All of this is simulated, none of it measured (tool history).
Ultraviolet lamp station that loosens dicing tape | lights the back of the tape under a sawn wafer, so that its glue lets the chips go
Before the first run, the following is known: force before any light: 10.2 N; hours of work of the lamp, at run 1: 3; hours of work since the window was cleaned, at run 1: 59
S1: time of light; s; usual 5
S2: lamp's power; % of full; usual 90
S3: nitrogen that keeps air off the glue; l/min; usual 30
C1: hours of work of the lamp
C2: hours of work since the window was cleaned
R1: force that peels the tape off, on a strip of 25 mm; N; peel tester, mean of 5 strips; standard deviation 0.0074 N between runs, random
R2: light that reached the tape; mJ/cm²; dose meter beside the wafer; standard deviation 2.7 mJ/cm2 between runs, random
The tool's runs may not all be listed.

| run | hour | S1 | S2 | S3 | C1 | C2 | R1 | R2 |
|---|---|---|---|---|---|---|---|---|
| 1 | 0.0 | 5 | 90 | 30 | 3 | 59 | 0.276 | 352 |
| 2 | 7.9 | 3 | 90 | 30 | 8 | 64 | 0.933 | 212 |
| 3 | 14.9 | 3 | 90 | 30 | 13 | 69 | 0.930 | 210 |
| 4 | 20.1 | 5 | 90 | 10 | 17 | 73 | 0.533 | 348 |
| 5 | 27.9 | 5 | 63 | 30 | 23 | 79 | 0.652 | 242 |
| 6 | 36.2 | 5 | 90 | 30 | 29 | 85 | 0.289 | 351 |
| 7 | 42.3 | 5 | 90 | 30 | 34 | 90 | 0.302 | 341 |
| 8 | 49.6 | 5 | 90 | 30 | 39 | 95 | 0.298 | 340 |
| 9 | 57.9 | 5 | 90 | 30 | 45 | 101 | 0.289 | 345 |
| 10 | 66.2 | 5 | 90 | 27 | 51 | 107 | 0.308 | 341 |
| 11 | 71.6 | 5 | 90 | 27 | 55 | 111 | 0.327 | 338 |
| 12 | 79.8 | 5 | 75 | 30 | 61 | 117 | 0.452 | 287 |
| 13 | 88.6 | 5 | 90 | 30 | 68 | 124 | 0.306 | 335 |
| 14 | 97.9 | 10 | 90 | 30 | 75 | 131 | 0.153 | 683 |
| 15 | 105.5 | 10 | 90 | 30 | 80 | 136 | 0.157 | 674 |
| 16 | 112.9 | 10 | 90 | 30 | 86 | 141 | 0.162 | 678 |
| 17 | 120.0 | 10 | 90 | 30 | 91 | 147 | 0.164 | 667 |
| 18 | 128.1 | 10 | 90 | 30 | 97 | 153 | 0.154 | 664 |
| 19 | 133.4 | 10 | 90 | 30 | 101 | 157 | 0.144 | 676 |
| 20 | 140.4 | 10 | 90 | 30 | 106 | 162 | 0.154 | 657 |
| 21 | 149.0 | 5 | 90 | 30 | 112 | 168 | 0.319 | 332 |
| 22 | 158.1 | 5 | 80 | 30 | 119 | 175 | 0.437 | 295 |
| 23 | 163.1 | 5 | 75 | 48 | 122 | 178 | 0.402 | 276 |
| 24 | 170.5 | 5 | 86 | 20 | 128 | 184 | 0.461 | 309 |
| 25 | 174.9 | 5 | 86 | 20 | 131 | 187 | 0.448 | 311 |
| 26 | 181.5 | 5 | 86 | 20 | 136 | 192 | 0.438 | 313 |
| 27 | 185.4 | 2 | 61 | 11 | 139 | 195 | 4.383 | 92 |
| 28 | 193.4 | 6 | 61 | 30 | 145 | 201 | 0.523 | 265 |
| 29 | 200.6 | 9 | 74 | 14 | 150 | 206 | 0.224 | 482 |
| 30 | 205.2 | 3 | 84 | 39 | 153 | 209 | 1.086 | 181 |
| 31 | 211.0 | 3 | 84 | 39 | 158 | 214 | 1.109 | 184 |
| 32 | 215.9 | 4 | 65 | 10 | 161 | 217 | 1.874 | 186 |
| 33 | 222.1 | 5 | 66 | 22 | 166 | 222 | 0.790 | 234 |
| 34 | 230.5 | 3 | 74 | 12 | 172 | 228 | 2.317 | 157 |
| 35 | 237.8 | 7 | 90 | 30 | 177 | 233 | 0.196 | 453 |
| 36 | 245.9 | 7 | 90 | 30 | 183 | 239 | 0.193 | 448 |
| 37 | 251.5 | 7 | 90 | 30 | 187 | 243 | 0.195 | 447 |
| 38 | 259.3 | 7 | 90 | 30 | 193 | 249 | 0.192 | 445 |
| 39 | 264.9 | 7 | 90 | 30 | 197 | 253 | 0.204 | 445 |
| 40 | 270.5 | 8 | 71 | 9 | 201 | 257 | 0.418 | 403 |
| 41 | 278.1 | 3 | 94 | 57 | 207 | 263 | 0.810 | 198 |
| 42 | 286.4 | 9 | 79 | 30 | 213 | 269 | 0.180 | 504 |
| 43 | 290.9 | 2 | 96 | 30 | 216 | 272 | 2.072 | 134 |
| 44 | 295.4 | 3 | 76 | 12 | 220 | 276 | 2.334 | 157 |

Measured result minus the same run's result without the hidden state. Both carry the same run-to-run variation, though not necessarily the same gauge scatter:
The tool's hidden condition here consists of: lamp's light, % of a new lamp's; light that the window lets through, % of a clean one's; drift of the gauge itself on peel_n, %; drift of the gauge itself on dose_mj_cm2, %.
| run | R1 | R2 |
|---|---|---|
| 1 | +0.015 | -10 |
| 2 | +0.059 | -6 |
| 3 | +0.063 | -7 |
| 4 | +0.041 | -12 |
| 5 | +0.053 | -9 |
| 6 | +0.022 | -14 |
| 7 | +0.024 | -14 |
| 8 | +0.026 | -16 |
| 9 | +0.027 | -17 |
| 10 | +0.031 | -18 |
| 11 | +0.034 | -19 |
| 12 | +0.056 | -17 |
| 13 | +0.035 | -21 |
| 14 | +0.001 | -44 |
| 15 | +0.002 | -46 |
| 16 | +0.001 | -48 |
| 17 | +0.001 | -49 |
| 18 | +0.002 | -51 |
| 19 | +0.001 | -53 |
| 20 | +0.001 | -54 |
| 21 | +0.050 | -28 |
| 22 | +0.076 | -26 |
| 23 | +0.072 | -25 |
| 24 | +0.084 | -30 |
| 25 | +0.083 | -29 |
| 26 | +0.084 | -30 |
| 27 | +0.343 | -9 |
| 28 | +0.107 | -27 |
| 29 | +0.029 | -51 |
| 30 | +0.208 | -19 |
| 31 | +0.216 | -20 |
| 32 | +0.308 | -21 |
| 33 | +0.172 | -27 |
| 34 | +0.363 | -19 |
| 35 | +0.019 | -55 |
| 36 | +0.020 | -55 |
| 37 | +0.021 | -56 |
| 38 | +0.022 | -58 |
| 39 | +0.023 | -59 |
| 40 | +0.103 | -54 |
| 41 | +0.204 | -27 |
| 42 | +0.013 | -70 |
| 43 | +0.402 | -19 |
| 44 | +0.441 | -23 |
